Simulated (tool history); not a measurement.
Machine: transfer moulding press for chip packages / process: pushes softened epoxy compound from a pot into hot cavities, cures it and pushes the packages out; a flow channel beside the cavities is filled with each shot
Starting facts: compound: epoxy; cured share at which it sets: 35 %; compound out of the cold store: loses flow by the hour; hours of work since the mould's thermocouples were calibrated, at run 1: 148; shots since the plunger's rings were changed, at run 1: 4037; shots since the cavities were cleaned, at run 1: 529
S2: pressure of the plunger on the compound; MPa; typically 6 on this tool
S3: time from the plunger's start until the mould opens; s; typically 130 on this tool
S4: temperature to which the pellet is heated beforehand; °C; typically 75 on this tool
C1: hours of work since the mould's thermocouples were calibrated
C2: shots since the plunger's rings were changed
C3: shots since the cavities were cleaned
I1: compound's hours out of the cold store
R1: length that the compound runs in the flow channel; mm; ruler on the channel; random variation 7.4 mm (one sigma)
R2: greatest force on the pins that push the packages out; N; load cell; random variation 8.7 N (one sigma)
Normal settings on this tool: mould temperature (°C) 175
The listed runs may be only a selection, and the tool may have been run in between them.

{"run": 1, "hour": 0.0, "mould temperature (°C)": 175, "S2": 6, "S3": 130, "S4": 75, "C1": 148, "C2": 4037, "C3": 529, "I1": 19.7, "R1": 776, "R2": 668}
{"run": 2, "hour": 9.9, "mould temperature (°C)": 175, "S2": 6, "S3": 164, "S4": 75, "C1": 152, "C2": 4095, "C3": 587, "I1": 23.3, "R1": 771, "R2": 606}
{"run": 3, "hour": 18.5, "mould temperature (°C)": 175, "S2": 6, "S3": 130, "S4": 75, "C1": 156, "C2": 4144, "C3": 636, "I1": 35.5, "R1": 758, "R2": 710}
{"run": 4, "hour": 28.2, "mould temperature (°C)": 183, "S2": 6, "S3": 130, "S4": 75, "C1": 160, "C2": 4199, "C3": 691, "I1": 10.7, "R1": 772, "R2": 639}
{"run": 5, "hour": 41.4, "mould temperature (°C)": 175, "S2": 6, "S3": 130, "S4": 75, "C1": 166, "C2": 4275, "C3": 767, "I1": 29.7, "R1": 748, "R2": 719}
{"run": 6, "hour": 55.1, "mould temperature (°C)": 175, "S2": 6, "S3": 130, "S4": 75, "C1": 172, "C2": 4354, "C3": 846, "I1": 44.9, "R1": 730, "R2": 718}
{"run": 7, "hour": 67.4, "mould temperature (°C)": 175, "S2": 4.97, "S3": 130, "S4": 75, "C1": 177, "C2": 4425, "C3": 917, "I1": 28.6, "R1": 686, "R2": 729}
{"run": 8, "hour": 79.9, "mould temperature (°C)": 175, "S2": 6, "S3": 130, "S4": 82, "C1": 182, "C2": 4497, "C3": 989, "I1": 29.8, "R1": 758, "R2": 724}
{"run": 9, "hour": 87.7, "mould temperature (°C)": 175, "S2": 6, "S3": 116, "S4": 82, "C1": 185, "C2": 4541, "C3": 1033, "I1": 31.6, "R1": 740, "R2": 806}
{"run": 10, "hour": 100.0, "mould temperature (°C)": 181, "S2": 6, "S3": 160, "S4": 80, "C1": 191, "C2": 4612, "C3": 1104, "I1": 40.1, "R1": 700, "R2": 695}
{"run": 11, "hour": 110.6, "mould temperature (°C)": 174, "S2": 5.04, "S3": 167, "S4": 75, "C1": 195, "C2": 4673, "C3": 1165, "I1": 38.8, "R1": 663, "R2": 676}
{"hour": 114.7, "done": "cavities cleaned with cleaning compound and waxed"}
{"run": 12, "hour": 118.6, "mould temperature (°C)": 174, "S2": 5.04, "S3": 167, "S4": 75, "C1": 198, "C2": 4710, "C3": 22, "I1": 12.9, "R1": 715, "R2": 376}
{"run": 13, "hour": 127.6, "mould temperature (°C)": 174, "S2": 5.5, "S3": 167, "S4": 85, "C1": 202, "C2": 4762, "C3": 74, "I1": 35.1, "R1": 707, "R2": 429}
{"run": 14, "hour": 139.6, "mould temperature (°C)": 176, "S2": 6, "S3": 130, "S4": 75, "C1": 207, "C2": 4831, "C3": 143, "I1": 38.4, "R1": 729, "R2": 483}
{"run": 15, "hour": 150.9, "mould temperature (°C)": 176, "S2": 6, "S3": 130, "S4": 75, "C1": 212, "C2": 4896, "C3": 208, "I1": 45.2, "R1": 711, "R2": 510}

Each row is a separate what-if for the run after 15, all from the same tool condition, not one after another. Results?
{"run": "A", "hour": 162.3, "mould temperature (°C)": 167, "S2": 5.62, "S3": 164, "S4": 75, "C1": 217, "C2": 4961, "C3": 273, "I1": 30.3, "R1": "?", "R2": "?"}
{"run": "B", "hour": 162.3, "mould temperature (°C)": 175, "S2": 4.55, "S3": 130, "S4": 77, "C1": 217, "C2": 4961, "C3": 273, "I1": 33.3, "R1": "?", "R2": "?"}
{"run": "C", "hour": 162.3, "mould temperature (°C)": 176, "S2": 5.78, "S3": 130, "S4": 75, "C1": 217, "C2": 4961, "C3": 273, "I1": 13.4, "R1": "?", "R2": "?"}
{"run": "D", "hour": 162.3, "mould temperature (°C)": 175, "S2": 5.49, "S3": 130, "S4": 75, "C1": 217, "C2": 4961, "C3": 273, "I1": 27.6, "R1": "?", "R2": "?"}
{"run": "E", "hour": 162.3, "mould temperature (°C)": 176, "S2": 5.92, "S3": 130, "S4": 75, "C1": 217, "C2": 4961, "C3": 273, "I1": 29.3, "R1": "?", "R2": "?"}

run=A R1=743 R2=598
run=B R1=641 R2=572
run=C R1=757 R2=563
run=D R1=727 R2=569
run=E R1=746 R2=553
Stripped of hidden state, with their random variation kept, the same runs would have yielded:
run=A R1=834 R2=410
run=B R1=720 R2=391
run=C R1=850 R2=384
run=D R1=816 R2=388
run=E R1=838 R2=375

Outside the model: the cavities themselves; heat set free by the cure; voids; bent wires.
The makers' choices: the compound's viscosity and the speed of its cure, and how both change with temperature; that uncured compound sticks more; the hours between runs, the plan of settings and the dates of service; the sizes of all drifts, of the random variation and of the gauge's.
